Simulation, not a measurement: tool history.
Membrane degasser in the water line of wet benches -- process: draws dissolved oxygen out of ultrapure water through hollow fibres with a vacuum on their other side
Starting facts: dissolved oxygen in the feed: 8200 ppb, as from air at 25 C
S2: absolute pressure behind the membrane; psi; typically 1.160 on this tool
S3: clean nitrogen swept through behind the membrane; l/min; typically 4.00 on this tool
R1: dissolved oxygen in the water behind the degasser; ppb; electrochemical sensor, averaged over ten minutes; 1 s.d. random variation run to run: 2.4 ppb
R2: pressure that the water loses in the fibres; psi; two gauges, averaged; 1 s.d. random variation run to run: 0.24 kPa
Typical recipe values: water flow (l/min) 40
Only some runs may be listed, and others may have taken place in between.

Run 1, hour 0.0: usual settings. Result: R1 245.4 ppb, R2 9.295 psi.
Run 2, hour 78.3: usual settings. Result: R1 246.6 ppb, R2 9.230 psi.
Run 3, hour 138.6: usual settings. Result: R1 245.1 ppb, R2 9.243 psi.
Run 4, hour 241.3: usual settings. Result: R1 247.4 ppb, R2 9.214 psi.
Run 5, hour 344.8: usual settings. Result: R1 253.1 ppb, R2 9.214 psi.
Run 6, hour 415.9: usual settings. Result: R1 243.1 ppb, R2 9.214 psi.
Run 7, hour 526.9: usual settings but water flow (l/min) 33. Result: R1 188.1 ppb, R2 7.659 psi.
Run 8, hour 656.4: usual settings but water flow (l/min) 33. Result: R1 186.7 ppb, R2 7.643 psi.
Run 9, hour 732.2: usual settings but water flow (l/min) 33. Result: R1 185.8 ppb, R2 7.715 psi.
Run 10, hour 856.5: usual settings but water flow (l/min) 33. Result: R1 188.2 ppb, R2 7.700 psi.
Run 11, hour 928.3: usual settings. Result: R1 256.2 ppb, R2 9.285 psi.
Run 12, hour 1043.5: usual settings. Result: R1 245.3 ppb, R2 9.310 psi.
Run 13, hour 1135.8: usual settings. Result: R1 250.9 ppb, R2 9.364 psi.
Run 14, hour 1260.2: usual settings. Result: R1 249.5 ppb, R2 9.346 psi.
Run 15, hour 1359.6: usual settings but water flow (l/min) 31, S2 0.937 psi, S3 4.05 l/min. Result: R1 143.9 ppb, R2 7.282 psi.
Run 16, hour 1460.4: usual settings but water flow (l/min) 31, S2 1.363 psi, S3 11.08 l/min. Result: R1 126.4 ppb, R2 7.232 psi.
Run 17, hour 1559.1: usual settings but water flow (l/min) 59, S2 1.363 psi, S3 11.08 l/min. Result: R1 359.6 ppb, R2 13.816 psi.
Run 18, hour 1659.0: usual settings but water flow (l/min) 59, S2 1.363 psi, S3 11.08 l/min. Result: R1 352.4 ppb, R2 13.780 psi.
At hour 1786.9: seals of the vacuum lines changed.
Run 19, hour 1788.4: usual settings but water flow (l/min) 59, S2 1.363 psi, S3 11.08 l/min. Result: R1 358.5 ppb, R2 13.845 psi.
Run 20, hour 1906.8: usual settings but water flow (l/min) 47, S2 2.107 psi. Result: R1 483.1 ppb, R2 11.050 psi.
Run 21, hour 2023.3: usual settings but water flow (l/min) 47, S2 2.107 psi. Result: R1 477.4 ppb, R2 11.063 psi.
Run 22, hour 2093.1: usual settings but water flow (l/min) 47, S2 2.107 psi. Result: R1 485.9 ppb, R2 11.024 psi.
Run 23, hour 2193.2: usual settings but water flow (l/min) 47, S2 2.107 psi. Result: R1 477.1 ppb, R2 11.055 psi.
Run 24, hour 2328.1: usual settings but S2 2.801 psi. Result: R1 500.5 ppb, R2 9.413 psi.
Run 25, hour 2460.8: usual settings but water flow (l/min) 29, S2 1.231 psi, S3 4.49 l/min. Result: R1 157.5 ppb, R2 6.830 psi.
Run 26, hour 2531.8: usual settings but water flow (l/min) 28, S2 2.110 psi. Result: R1 258.4 ppb, R2 6.614 psi.
Run 27, hour 2626.9: usual settings but water flow (l/min) 28, S2 2.110 psi. Result: R1 261.3 ppb, R2 6.573 psi.
Run 28, hour 2760.0: usual settings but water flow (l/min) 29, S3 10.12 l/min. Result: R1 109.8 ppb, R2 6.837 psi.

4 options for the next run, each taken on its own from the tool as it stands now. Forecast them:
Run A, hour 2906.4: usual settings but water flow (l/min) 47, S3 5.84 l/min. Result: R1 ?, R2 ?.
Run B, hour 2906.4: usual settings but water flow (l/min) 49, S3 10.12 l/min. Result: R1 ?, R2 ?.
Run C, hour 2906.4: usual settings but water flow (l/min) 29, S2 2.476 psi, S3 3.02 l/min. Result: R1 ?, R2 ?.
Run D, hour 2906.4: usual settings but S2 0.804 psi. Result: R1 ?, R2 ?.

run     R1      R2
  A  288.1  11.097
  B  266.8  11.573
  C  376.5   6.759
  D  203.8   9.467
Without the tool's hidden state the same runs would have given:
run     R1      R2
  A  259.7  10.691
  B  237.9  11.149
  C  360.7   6.511
  D  179.8   9.120
